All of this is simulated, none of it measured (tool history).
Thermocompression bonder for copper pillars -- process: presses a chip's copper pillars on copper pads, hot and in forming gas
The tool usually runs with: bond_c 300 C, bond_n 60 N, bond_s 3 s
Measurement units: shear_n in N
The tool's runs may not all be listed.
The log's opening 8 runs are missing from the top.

| run | day | bond_c | bond_n | bond_s | hours of work since the heater was calibrated | hours of work since the force cell was calibrated | hours of work since the gas filter was changed | shear_n |
|---|---|---|---|---|---|---|---|---|
| 9 | 2.550 | 300 | 60 | 3 | 360 | 301 | 180 | 77.6 |
| 10 | 2.808 | 300 | 60 | 4 | 363 | 305 | 184 | 85.1 |
| 11 | 3.238 | 300 | 60 | 4 | 370 | 311 | 190 | 84.7 |
| 12 | 3.600 | 300 | 60 | 3 | 375 | 316 | 196 | 78.2 |
| 13 | 3.896 | 300 | 60 | 3 | 380 | 321 | 200 | 77.1 |
| 14 | 4.204 | 300 | 60 | 3 | 385 | 326 | 205 | 76.7 |
| 15 | 4.450 | 300 | 60 | 3 | 388 | 329 | 208 | 78.5 |
| 16 | 4.829 | 300 | 60 | 3 | 394 | 335 | 214 | 76.2 |
| 17 | 5.279 | 300 | 60 | 3 | 401 | 342 | 221 | 76.5 |
| 18 | 5.708 | 300 | 60 | 3 | 407 | 348 | 227 | 76.4 |
| 19 | 5.900 | 300 | 60 | 3 | 410 | 351 | 230 | 77.8 |
| 20 | 6.262 | 300 | 60 | 3 | 416 | 357 | 236 | 79.6 |
| 21 | 6.712 | 317 | 58 | 9 | 422 | 363 | 243 | 119.1 |
| 22 | 7.058 | 317 | 58 | 9 | 428 | 369 | 248 | 114.7 |
| 23 | 7.483 | 300 | 52 | 3 | 434 | 375 | 254 | 72.7 |
| 24 | 7.933 | 316 | 63 | 3 | 441 | 382 | 261 | 94.5 |
| 25 | 8.333 | 302 | 63 | 4 | 447 | 388 | 267 | 87.9 |
| 26 | 8.592 | 300 | 39 | 5 | 451 | 392 | 271 | 73.2 |
| 27 | 8.946 | 273 | 36 | 3 | 456 | 397 | 276 | 40.5 |

For run 28, what comes out?
| 28 | 9.350 | 300 | 66 | 5 | 462 | 403 | 282 | ? |

{"run 28": {"shear_n": 92.9}}
Take away the tool's hidden state, keep the run-to-run variation as it was, and the same run would have given shear_n 93.3 N.
